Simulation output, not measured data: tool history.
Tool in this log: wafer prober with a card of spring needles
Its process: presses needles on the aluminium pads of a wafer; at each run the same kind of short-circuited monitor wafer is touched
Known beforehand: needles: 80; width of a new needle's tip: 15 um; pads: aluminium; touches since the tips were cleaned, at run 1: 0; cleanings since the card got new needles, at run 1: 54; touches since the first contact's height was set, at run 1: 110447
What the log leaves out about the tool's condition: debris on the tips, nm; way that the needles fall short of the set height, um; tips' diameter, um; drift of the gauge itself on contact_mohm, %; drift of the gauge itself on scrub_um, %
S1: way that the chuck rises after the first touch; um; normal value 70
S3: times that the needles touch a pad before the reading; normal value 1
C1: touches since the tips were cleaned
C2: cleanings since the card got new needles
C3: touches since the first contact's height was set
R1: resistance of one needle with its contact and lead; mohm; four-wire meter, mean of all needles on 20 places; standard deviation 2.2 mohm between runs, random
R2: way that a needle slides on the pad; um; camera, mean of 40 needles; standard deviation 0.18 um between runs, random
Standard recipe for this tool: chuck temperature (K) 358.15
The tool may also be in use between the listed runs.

Run 1, hour 0.0: usual settings; C1 0; C2 54; C3 110447. Result: R1 243 mohm, R2 19.24 um.
At hour 6.9: tips cleaned on abrasive film.
Run 2, hour 10.9: usual settings but chuck temperature (K) 366.15; C1 1237; C2 55; C3 113800. Result: R1 247 mohm, R2 19.35 um.
At hour 13.0: tips cleaned on abrasive film.
At hour 19.4: tips cleaned on abrasive film.
Run 3, hour 24.6: usual settings but S1 90 um, chuck temperature (K) 366.15; C1 1640; C2 57; C3 118020. Result: R1 242 mohm, R2 24.53 um.
At hour 25.7: tips cleaned on abrasive film.
At hour 32.1: tips cleaned on abrasive film.
Run 4, hour 32.1: usual settings but S1 73 um; C1 0; C2 59; C3 120285. Result: R1 246 mohm, R2 19.95 um.
At hour 38.2: tips cleaned on abrasive film.
At hour 44.8: tips cleaned on abrasive film.
Run 5, hour 44.8: usual settings but S1 73 um; C1 0; C2 61; C3 124168. Result: R1 245 mohm, R2 20.28 um.
At hour 50.9: tips cleaned on abrasive film.
Run 6, hour 50.9: usual settings but chuck temperature (K) 320.15; C1 0; C2 62; C3 126038. Result: R1 239 mohm, R2 19.29 um.
At hour 57.2: tips cleaned on abrasive film.
Run 7, hour 59.1: usual settings but S1 51 um; C1 590; C2 63; C3 128569. Result: R1 256 mohm, R2 13.81 um.
At hour 63.1: tips cleaned on abrasive film.
Run 8, hour 66.4: usual settings but chuck temperature (K) 345.15; C1 1013; C2 64; C3 130788. Result: R1 242 mohm, R2 19.49 um.
At hour 69.0: tips cleaned on abrasive film.
Run 9, hour 74.2: usual settings but S1 51 um; C1 1627; C2 65; C3 133189. Result: R1 255 mohm, R2 14.28 um.
At hour 75.2: tips cleaned on abrasive film.
At hour 81.5: tips cleaned on abrasive film.
Run 10, hour 82.6: usual settings but S1 51 um; C1 333; C2 67; C3 135743. Result: R1 253 mohm, R2 14.05 um.
At hour 87.5: tips cleaned on abrasive film.
Run 11, hour 92.7: usual settings but S1 51 um; C1 1612; C2 68; C3 138861. Result: R1 255 mohm, R2 14.00 um.
At hour 93.9: tips cleaned on abrasive film.
At hour 100.3: tips cleaned on abrasive film.
Run 12, hour 104.9: usual settings but S1 51 um; C1 1454; C2 70; C3 142596. Result: R1 253 mohm, R2 13.92 um.
At hour 106.3: tips cleaned on abrasive film.
At hour 112.6: tips cleaned on abrasive film.
Run 13, hour 116.7: usual settings but S1 51 um; C1 1291; C2 72; C3 146211. Result: R1 253 mohm, R2 14.14 um.
At hour 118.9: tips cleaned on abrasive film.
At hour 125.0: tips cleaned on abrasive film.
Run 14, hour 128.7: usual settings but S1 51 um; C1 1134; C2 74; C3 149857. Result: R1 251 mohm, R2 13.87 um.
At hour 131.2: tips cleaned on abrasive film.
At hour 137.6: tips cleaned on abrasive film.
Run 15, hour 142.3: usual settings but chuck temperature (K) 337.15, S3 3; C1 1488; C2 76; C3 154049. Result: R1 240 mohm, R2 19.19 um.
At hour 143.4: tips cleaned on abrasive film.
At hour 149.5: tips cleaned on abrasive film.
At hour 153.2: height of the first contact set anew.
Run 16, hour 155.3: usual settings but S1 65 um; C1 1684; C2 78; C3 630. Result: R1 249 mohm, R2 17.82 um.
At hour 156.4: tips cleaned on abrasive film.
At hour 162.7: tips cleaned on abrasive film.
Run 17, hour 164.6: usual settings but S1 90 um; C1 595; C2 80; C3 3464. Result: R1 243 mohm, R2 24.54 um.
At hour 168.5: tips cleaned on abrasive film.
Run 18, hour 173.2: usual settings but S1 90 um; C1 1445; C2 81; C3 6114. Result: R1 242 mohm, R2 24.92 um.
At hour 174.4: tips cleaned on abrasive film.
At hour 181.2: tips cleaned on abrasive film.
Run 19, hour 186.5: usual settings but S1 74 um; C1 1642; C2 83; C3 10191. Result: R1 245 mohm, R2 19.91 um.
At hour 187.4: tips cleaned on abrasive film.
At hour 193.7: tips cleaned on abrasive film.
Run 20, hour 198.3: usual settings but S1 51 um, chuck temperature (K) 322.15, S3 2; C1 1435; C2 85; C3 13794. Result: R1 243 mohm, R2 14.21 um.
At hour 200.2: tips cleaned on abrasive film.
At hour 206.0: tips cleaned on abrasive film.
Run 21, hour 210.5: usual settings but S3 2; C1 1395; C2 87; C3 17542. Result: R1 246 mohm, R2 19.46 um.
At hour 212.5: tips cleaned on abrasive film.
At hour 218.6: tips cleaned on abrasive film.
Run 22, hour 224.1: usual settings but S1 52 um, S3 2; C1 1727; C2 89; C3 21722. Result: R1 252 mohm, R2 14.10 um.
At hour 225.5: tips cleaned on abrasive film.
Run 23, hour 229.9: usual settings but S1 68 um; C1 1384; C2 90; C3 23490. Result: R1 245 mohm, R2 18.81 um.
At hour 232.2: tips cleaned on abrasive film.
Run 24, hour 235.7: usual settings but S1 68 um, chuck temperature (K) 335.15, S3 2; C1 1100; C2 91; C3 25257. Result: R1 237 mohm, R2 18.72 um.
At hour 238.5: tips cleaned on abrasive film.
At hour 244.7: tips cleaned on abrasive film.
Run 25, hour 249.1: usual settings but S1 68 um, chuck temperature (K) 335.15, S3 2; C1 1364; C2 93; C3 29355. Result: R1 237 mohm, R2 18.76 um.
At hour 250.9: tips cleaned on abrasive film.
At hour 257.4: tips cleaned on abrasive film.
Run 26, hour 261.8: usual settings but S1 68 um, chuck temperature (K) 335.15, S3 2; C1 1348; C2 95; C3 33240. Result: R1 240 mohm, R2 18.53 um.

Branching from run 26: 4 alternative next runs. What would each branch give?
At hour 263.4: tips cleaned on abrasive film.
At hour 269.7: tips cleaned on abrasive film.
Run A, hour 271.0: usual settings but S3 2; C1 400; C2 97; C3 36053. Result: R1 ?, R2 ?.
At hour 263.4: tips cleaned on abrasive film.
At hour 269.7: tips cleaned on abrasive film.
Run B, hour 271.0: usual settings but S1 90 um, chuck temperature (K) 302.15, S3 3; C1 400; C2 97; C3 36053. Result: R1 ?, R2 ?.
At hour 263.4: tips cleaned on abrasive film.
At hour 269.7: tips cleaned on abrasive film.
Run C, hour 271.0: usual settings but S1 74 um, chuck temperature (K) 343.15; C1 400; C2 97; C3 36053. Result: R1 ?, R2 ?.
At hour 263.4: tips cleaned on abrasive film.
At hour 269.7: tips cleaned on abrasive film.
Run D, hour 271.0: usual settings but S1 51 um, chuck temperature (K) 345.15, S3 2; C1 400; C2 97; C3 36053. Result: R1 ?, R2 ?.

run   R1     R2
  A  249  19.39
  B  229  24.70
  C  242  20.67
  D  249  14.25
Had the tool no hidden state, the same runs would have come out as:
run   R1     R2
  A  249  19.39
  B  229  24.70
  C  242  20.67
  D  249  14.25
